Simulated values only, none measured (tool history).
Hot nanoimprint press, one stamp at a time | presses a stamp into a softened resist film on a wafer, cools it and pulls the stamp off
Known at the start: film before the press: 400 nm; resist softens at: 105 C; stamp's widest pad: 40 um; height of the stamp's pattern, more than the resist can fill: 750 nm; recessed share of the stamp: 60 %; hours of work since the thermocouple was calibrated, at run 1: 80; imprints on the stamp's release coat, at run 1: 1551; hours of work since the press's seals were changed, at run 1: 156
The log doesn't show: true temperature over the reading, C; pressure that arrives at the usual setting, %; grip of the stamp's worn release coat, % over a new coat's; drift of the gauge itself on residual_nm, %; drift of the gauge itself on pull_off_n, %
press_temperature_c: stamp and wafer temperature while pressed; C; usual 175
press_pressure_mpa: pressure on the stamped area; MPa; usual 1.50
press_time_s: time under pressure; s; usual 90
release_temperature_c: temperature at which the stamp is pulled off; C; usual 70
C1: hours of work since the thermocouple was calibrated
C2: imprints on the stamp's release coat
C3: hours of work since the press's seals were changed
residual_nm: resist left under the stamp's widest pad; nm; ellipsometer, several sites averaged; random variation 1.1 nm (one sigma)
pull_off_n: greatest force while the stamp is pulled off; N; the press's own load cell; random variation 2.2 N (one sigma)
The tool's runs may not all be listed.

run 1 hour=0.0 | press_temperature_c=175 press_pressure_mpa=1.50 press_time_s=90 release_temperature_c=70 | C1=80 C2=1551 C3=156 | residual_nm=165.9 pull_off_n=178
run 2 hour=4.6 | press_temperature_c=175 press_pressure_mpa=1.50 press_time_s=90 release_temperature_c=66 | C1=82 C2=1560 C3=158 | residual_nm=168.0 pull_off_n=184
run 3 hour=10.1 | press_temperature_c=175 press_pressure_mpa=1.50 press_time_s=90 release_temperature_c=56 | C1=85 C2=1571 C3=161 | residual_nm=166.6 pull_off_n=218
run 4 hour=16.1 | press_temperature_c=175 press_pressure_mpa=1.50 press_time_s=76 release_temperature_c=56 | C1=87 C2=1582 C3=164 | residual_nm=174.3 pull_off_n=211
run 5 hour=21.7 | press_temperature_c=175 press_pressure_mpa=1.50 press_time_s=90 release_temperature_c=77 | C1=90 C2=1593 C3=166 | residual_nm=168.9 pull_off_n=161
run 6 hour=26.3 | press_temperature_c=175 press_pressure_mpa=1.50 press_time_s=90 release_temperature_c=70 | C1=92 C2=1603 C3=169 | residual_nm=168.1 pull_off_n=179
run 7 hour=35.6 | press_temperature_c=175 press_pressure_mpa=1.50 press_time_s=90 release_temperature_c=70 | C1=97 C2=1621 C3=173 | residual_nm=165.9 pull_off_n=179
run 8 hour=42.0 | press_temperature_c=175 press_pressure_mpa=1.50 press_time_s=90 release_temperature_c=70 | C1=100 C2=1634 C3=176 | residual_nm=165.1 pull_off_n=186
run 9 hour=47.3 | press_temperature_c=175 press_pressure_mpa=1.50 press_time_s=90 release_temperature_c=74 | C1=102 C2=1644 C3=178 | residual_nm=167.0 pull_off_n=176
run 10 hour=55.6 | press_temperature_c=175 press_pressure_mpa=1.50 press_time_s=90 release_temperature_c=74 | C1=106 C2=1660 C3=182 | residual_nm=167.5 pull_off_n=165
run 11 hour=65.8 | press_temperature_c=175 press_pressure_mpa=1.50 press_time_s=90 release_temperature_c=74 | C1=111 C2=1681 C3=187 | residual_nm=168.0 pull_off_n=175
run 12 hour=70.8 | press_temperature_c=175 press_pressure_mpa=1.50 press_time_s=90 release_temperature_c=70 | C1=113 C2=1691 C3=190 | residual_nm=164.1 pull_off_n=186
run 13 hour=75.4 | press_temperature_c=175 press_pressure_mpa=1.50 press_time_s=90 release_temperature_c=70 | C1=115 C2=1700 C3=192 | residual_nm=167.1 pull_off_n=185
run 14 hour=81.4 | press_temperature_c=175 press_pressure_mpa=1.50 press_time_s=90 release_temperature_c=70 | C1=118 C2=1712 C3=195 | residual_nm=166.5 pull_off_n=180
-- hour=85.2 plate thermocouple calibrated
run 15 hour=93.1 | press_temperature_c=175 press_pressure_mpa=1.50 press_time_s=90 release_temperature_c=70 | C1=4 C2=1729 C3=199 | residual_nm=165.7 pull_off_n=191
run 16 hour=101.8 | press_temperature_c=175 press_pressure_mpa=1.50 press_time_s=90 release_temperature_c=70 | C1=8 C2=1746 C3=203 | residual_nm=163.7 pull_off_n=191
run 17 hour=107.9 | press_temperature_c=168 press_pressure_mpa=1.50 press_time_s=90 release_temperature_c=55 | C1=11 C2=1758 C3=206 | residual_nm=217.6 pull_off_n=222
run 18 hour=118.2 | press_temperature_c=168 press_pressure_mpa=1.50 press_time_s=90 release_temperature_c=55 | C1=16 C2=1778 C3=210 | residual_nm=216.2 pull_off_n=230
-- hour=127.4 plate thermocouple calibrated, once more
run 19 hour=131.2 | press_temperature_c=168 press_pressure_mpa=1.50 press_time_s=90 release_temperature_c=55 | C1=2 C2=1798 C3=215 | residual_nm=221.4 pull_off_n=227
run 20 hour=141.5 | press_temperature_c=168 press_pressure_mpa=1.50 press_time_s=90 release_temperature_c=55 | C1=7 C2=1819 C3=220 | residual_nm=225.6 pull_off_n=230
run 21 hour=147.7 | press_temperature_c=182 press_pressure_mpa=1.50 press_time_s=90 release_temperature_c=65 | C1=10 C2=1831 C3=223 | residual_nm=127.8 pull_off_n=207
run 22 hour=157.0 | press_temperature_c=175 press_pressure_mpa=1.18 press_time_s=90 release_temperature_c=75 | C1=14 C2=1849 C3=227 | residual_nm=191.7 pull_off_n=185
run 23 hour=166.9 | press_temperature_c=175 press_pressure_mpa=1.18 press_time_s=90 release_temperature_c=75 | C1=19 C2=1869 C3=232 | residual_nm=191.0 pull_off_n=186
run 24 hour=173.0 | press_temperature_c=175 press_pressure_mpa=2.35 press_time_s=90 release_temperature_c=64 | C1=21 C2=1881 C3=235 | residual_nm=134.3 pull_off_n=214
run 25 hour=179.5 | press_temperature_c=175 press_pressure_mpa=2.35 press_time_s=90 release_temperature_c=64 | C1=25 C2=1894 C3=238 | residual_nm=133.6 pull_off_n=221
run 26 hour=190.2 | press_temperature_c=175 press_pressure_mpa=2.35 press_time_s=49 release_temperature_c=69 | C1=30 C2=1915 C3=243 | residual_nm=167.1 pull_off_n=205
run 27 hour=198.7 | press_temperature_c=178 press_pressure_mpa=1.23 press_time_s=109 release_temperature_c=55 | C1=34 C2=1932 C3=247 | residual_nm=156.3 pull_off_n=240
run 28 hour=204.4 | press_temperature_c=178 press_pressure_mpa=1.23 press_time_s=109 release_temperature_c=55 | C1=36 C2=1943 C3=250 | residual_nm=157.7 pull_off_n=251
run 29 hour=210.9 | press_temperature_c=178 press_pressure_mpa=1.23 press_time_s=109 release_temperature_c=55 | C1=39 C2=1956 C3=253 | residual_nm=157.2 pull_off_n=247
run 30 hour=217.0 | press_temperature_c=178 press_pressure_mpa=1.23 press_time_s=109 release_temperature_c=55 | C1=42 C2=1968 C3=256 | residual_nm=155.6 pull_off_n=246
run 31 hour=226.5 | press_temperature_c=178 press_pressure_mpa=1.23 press_time_s=177 release_temperature_c=61 | C1=47 C2=1987 C3=260 | residual_nm=131.3 pull_off_n=224

Hidden state or all else? Some run-to-run changes of residual_nm, split into what the settings, what came in and random variation would give without the hidden state, and what is left for the hidden state (with any gauge scatter that isn't in both results):
Run 16 -> 17: press_temperature_c 175 -> 168, release_temperature_c 70 -> 55. residual_nm +53.9 nm: hidden state -1.5, all else +55.4.
Run 18 -> 19: plate thermocouple calibrated, once more. residual_nm +5.2 nm: hidden state +6.4, all else -1.2.
Run 20 -> 21: press_temperature_c 168 -> 182, release_temperature_c 55 -> 65. residual_nm -97.8 nm: hidden state +0.1, all else -97.9.
Run 21 -> 22: press_temperature_c 182 -> 175, press_pressure_mpa 1.50 -> 1.18, release_temperature_c 65 -> 75. residual_nm +63.9 nm: hidden state -0.5, all else +64.4.
Run 23 -> 24: press_pressure_mpa 1.18 -> 2.35, release_temperature_c 75 -> 64. residual_nm -56.7 nm: hidden state +0.9, all else -57.6.
Run 26 -> 27: press_temperature_c 175 -> 178, press_pressure_mpa 2.35 -> 1.23, press_time_s 49 -> 109, release_temperature_c 69 -> 55. residual_nm -10.8 nm: hidden state -1.1, all else -9.7.
